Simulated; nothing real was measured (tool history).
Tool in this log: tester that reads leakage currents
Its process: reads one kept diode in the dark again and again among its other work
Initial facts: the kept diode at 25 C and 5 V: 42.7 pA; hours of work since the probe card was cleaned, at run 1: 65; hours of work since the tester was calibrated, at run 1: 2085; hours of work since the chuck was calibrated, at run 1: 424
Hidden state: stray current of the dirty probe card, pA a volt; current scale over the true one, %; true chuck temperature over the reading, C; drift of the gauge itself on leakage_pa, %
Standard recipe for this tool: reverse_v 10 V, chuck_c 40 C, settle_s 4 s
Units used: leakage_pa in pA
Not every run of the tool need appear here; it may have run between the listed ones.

run    hour  reverse_v  chuck_c  settle_s  hours of work since the probe card was cleaned  hours of work since the tester was calibrated  hours of work since the chuck was calibrated  leakage_pa
  1       0         10       40         4                                              65                                           2085                                           424      154.84
  2    72.2         10       40         4                                             117                                           2137                                           476      154.31
  3   142.3         10       40         4                                             168                                           2187                                           527      155.91
  4   199.2         10       40         4                                             209                                           2228                                           568      156.11
  5   303.3       14.9       40         4                                             284                                           2303                                           643      180.11
  6   413.9       14.9       40         4                                             364                                           2383                                           723      181.82
  7   487.8       14.9       40         4                                             417                                           2437                                           776      181.97
  8   593.9         10       40      1.03                                             494                                           2513                                           853      160.68
  9     702         10       46         4                                             572                                           2591                                           931      233.35
 10   763.3       15.9       40         4                                             616                                           2635                                           975      187.79
 11   839.3         10       40      9.94                                             671                                           2690                                          1030      159.05
 12   902.6         10       36         4                                             716                                           2736                                          1075      123.12
 13   996.5          7       48         4                                             784                                           2804                                          1143      234.64
 14  1047.9        2.5       48      3.13                                             821                                           2841                                          1180      162.22
 15  1134.2        2.5       37      1.72                                             884                                           2903                                          1242       80.13
 16  1244.7        2.5       37      1.72                                             963                                           2983                                          1322       80.26
 17  1301.1         10       33         4                                            1004                                           3024                                          1363      102.72
 18  1402.1       15.6       36      1.92                                            1077                                           3096                                          1436      150.74
 19  1476.5          3       40      1.94                                            1131                                           3150                                          1490      105.41
 20  1525.6        2.6       57      0.45                                            1166                                           3186                                          1525      288.24
 21  1618.1         10       28      1.07                                            1233                                           3252                                          1592       76.92
 22  1693.6         10       28      1.07                                            1287                                           3307                                          1646       76.55
 23  1794.8         10       28      1.07                                            1360                                           3380                                          1719       77.59
 24  1897.7          5       28      1.05                                            1435                                           3454                                          1793       58.44

Predict each of these 4 candidate next runs independently; none follows another, all start after run 24:
  A  1954.3        5.4       28      5.29                                            1475                                           3495                                          1834           ?
  B  1954.3          5       39      1.05                                            1475                                           3495                                          1834           ?
  C  1954.3          5       28      0.51                                            1475                                           3495                                          1834           ?
  D  1954.3          5       21      1.05                                            1475                                           3495                                          1834           ?

run  leakage_pa
  A       59.63
  B      121.07
  C       60.41
  D       36.97
Without the tool's hidden state the same runs would have given:
run  leakage_pa
  A       54.99
  B      114.65
  C       56.08
  D        33.4

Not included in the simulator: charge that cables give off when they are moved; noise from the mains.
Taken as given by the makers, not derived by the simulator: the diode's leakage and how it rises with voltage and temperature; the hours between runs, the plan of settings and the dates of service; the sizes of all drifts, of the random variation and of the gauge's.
